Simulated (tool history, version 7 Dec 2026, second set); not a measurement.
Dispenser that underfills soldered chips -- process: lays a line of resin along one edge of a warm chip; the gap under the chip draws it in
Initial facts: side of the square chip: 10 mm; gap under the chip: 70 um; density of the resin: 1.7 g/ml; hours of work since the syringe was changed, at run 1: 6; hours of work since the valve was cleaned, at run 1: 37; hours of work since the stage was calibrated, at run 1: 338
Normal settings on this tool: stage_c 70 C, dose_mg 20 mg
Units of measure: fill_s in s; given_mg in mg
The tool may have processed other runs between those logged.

run,hour,stage_c,dose_mg,hours of work since the syringe was changed,hours of work since the valve was cleaned,hours of work since the stage was calibrated,fill_s,given_mg
1,0,70,20,6,37,338,117.3,19.65
# hour 4.9: new syringe of resin
2,10.6,70,20,4,45,345,101.1,19.55
3,17.6,70,20,9,50,350,144.5,19.47
# hour 18.6: new syringe of resin
# hour 24.2: dispensing valve cleaned and set on the balance
4,25,73,20,4,1,355,86.7,19.99
# hour 32.8: new syringe of resin
5,36,70,17.6,2,8,363,91.8,17.62
6,45.5,70,20,9,15,370,143.8,19.88
# hour 46.3: new syringe of resin
7,51.7,70,20,4,20,374,101.2,19.89
8,56.8,70,21.8,8,24,378,127.8,21.59
# hour 59.7: new syringe of resin
9,66.9,70,25.6,5,31,385,107.6,25.35
# hour 73.1: new syringe of resin
10,75.6,70,25.6,2,37,391,82.4,25.26
11,83.2,70,18.3,7,43,397,126.3,18.03
# hour 86.8: new syringe of resin
12,92.5,70,18.3,4,49,404,100.7,17.88
# hour 100.1: dispensing valve cleaned and set on the balance
# hour 101.4: new syringe of resin
13,103.7,70,18.3,2,2,411,85.6,18.22
# hour 114.7: new syringe of resin
14,114.7,70,18.3,0,10,419,74.4,18.08
15,124.9,70,18.3,8,18,426,124.7,18.1
# hour 128.4: new syringe of resin
16,134.9,70,18.4,5,25,433,105.8,18.17
# hour 142.2: new syringe of resin
17,144.9,70,18.4,2,32,441,85.3,18.09
18,154.6,77,20,9,39,448,101.6,19.64
# hour 155.7: new syringe of resin
19,164.1,62,21.9,6,46,454,160.9,21.37
# hour 169.7: new syringe of resin
20,169.8,62,21.9,0,50,458,106,21.32
# hour 175.8: dispensing valve cleaned and set on the balance
21,179.8,79,19.9,7,3,465,77.7,19.8
# hour 184.1: new syringe of resin
22,186.6,73,17,2,8,470,72.6,16.83
23,193.1,73,24.8,7,12,475,100.7,24.66
# hour 198.1: new syringe of resin
24,200.8,80,21,2,18,480,53,20.75
25,206.2,61,23.1,6,22,484,163.1,22.8
# hour 211.9: new syringe of resin
26,216.1,73,20.5,3,29,491,77.5,20.15
27,220.6,62,21.8,6,32,494,160.4,21.35
# hour 225.7: new syringe of resin
28,227.3,60,21.2,1,37,499,121.9,20.78
29,236.4,85,20.3,8,44,506,66,19.79
# hour 239.6: new syringe of resin
30,246,74,17.3,5,51,513,85.8,16.87
# hour 251.5: dispensing valve cleaned and set on the balance
31,251.5,70,17.8,8,0,516,127.3,17.82
# hour 254.1: new syringe of resin
32,261.6,79,24,6,7,523,71,23.91
# hour 267.4: new syringe of resin
33,268.9,80,17.2,1,12,528,52.9,17.09
34,274.7,73,25.8,5,17,533,88.8,25.6
35,279.7,73,25.8,9,20,536,114.2,25.6

Results per run with the tool's hidden condition removed, run-to-run variation unchanged:
What the log doesn't record here: resin's viscosity, % of fresh resin's; dose that the valve gives, % of what is set; true chip temperature over the reading, C; drift of the gauge itself on fill_s, %; drift of the gauge itself on given_mg, %.
run,fill_s,given_mg
1,84.3,20.07
2,83.8,20.03
3,84.1,20
4,73,19.96
5,86.9,17.65
6,84.2,19.97
7,85.2,20.02
8,83.2,21.77
9,84.9,25.65
10,81.5,25.63
11,84.7,18.34
12,84.9,18.25
13,86.3,18.29
14,85.4,18.21
15,85,18.3
16,85.9,18.43
17,84.9,18.41
18,61.8,20.05
19,119.9,21.89
20,121.7,21.87
21,56.1,19.9
22,73.9,16.96
23,74,24.89
24,53.2,21
25,127.2,23.11
26,72.5,20.49
27,120.7,21.75
28,131,21.22
29,43.7,20.27
30,71.7,17.34
31,85.4,17.84
32,56.7,24.01
33,57.1,17.2
34,72.1,25.82
35,72.3,25.85

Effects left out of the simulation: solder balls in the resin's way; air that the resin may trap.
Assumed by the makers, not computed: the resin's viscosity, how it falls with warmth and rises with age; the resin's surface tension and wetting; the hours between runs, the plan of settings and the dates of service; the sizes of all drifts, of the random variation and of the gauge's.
